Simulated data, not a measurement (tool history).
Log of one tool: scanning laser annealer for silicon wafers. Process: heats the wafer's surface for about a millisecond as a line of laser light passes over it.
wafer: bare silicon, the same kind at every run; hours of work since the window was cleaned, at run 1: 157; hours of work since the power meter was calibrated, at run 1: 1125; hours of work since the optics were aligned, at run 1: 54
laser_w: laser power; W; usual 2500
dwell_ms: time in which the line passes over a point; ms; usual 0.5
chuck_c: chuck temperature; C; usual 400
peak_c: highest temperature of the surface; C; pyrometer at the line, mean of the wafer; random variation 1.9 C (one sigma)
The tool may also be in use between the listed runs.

| run | hour | laser_w | dwell_ms | chuck_c | hours of work since the window was cleaned | hours of work since the power meter was calibrated | hours of work since the optics were aligned | peak_c |
|---|---|---|---|---|---|---|---|---|
| 1 | 0 | 2500 | 0.5 | 400 | 157 | 1125 | 54 | 1155 |
| 2 | 46.4 | 2500 | 0.5 | 400 | 189 | 1157 | 86 | 1153 |
| 3 | 69 | 2500 | 0.5 | 381 | 204 | 1172 | 101 | 1131 |
| 4 | 120.8 | 2500 | 0.5 | 381 | 240 | 1208 | 136 | 1131 |
| 5 | 154.9 | 2500 | 0.5 | 381 | 263 | 1231 | 160 | 1130 |
| 6 | 178 | 2130 | 0.5 | 400 | 279 | 1247 | 175 | 1029 |
| 7 | 228.6 | 2130 | 0.5 | 400 | 313 | 1281 | 210 | 1026 |
| 8 | 274.2 | 2639 | 0.5 | 400 | 344 | 1312 | 241 | 1188 |
| 9 | 322.8 | 2701 | 0.393 | 400 | 377 | 1345 | 274 | 1095 |
| 10 | 358.6 | 2701 | 0.393 | 400 | 402 | 1370 | 298 | 1098 |
| 11 | 401.2 | 2626 | 0.393 | 406 | 431 | 1399 | 327 | 1081 |
| 12 | 453.1 | 2626 | 0.393 | 406 | 466 | 1434 | 363 | 1079 |

The next listed run, before its measurement:
| 13 | 503.4 | 2562 | 0.404 | 391 | 500 | 1468 | 397 | ? |

{"run 13": {"peak_c": 1054}}
Without the tool's hidden state the same run would have given peak_c 1085 C.

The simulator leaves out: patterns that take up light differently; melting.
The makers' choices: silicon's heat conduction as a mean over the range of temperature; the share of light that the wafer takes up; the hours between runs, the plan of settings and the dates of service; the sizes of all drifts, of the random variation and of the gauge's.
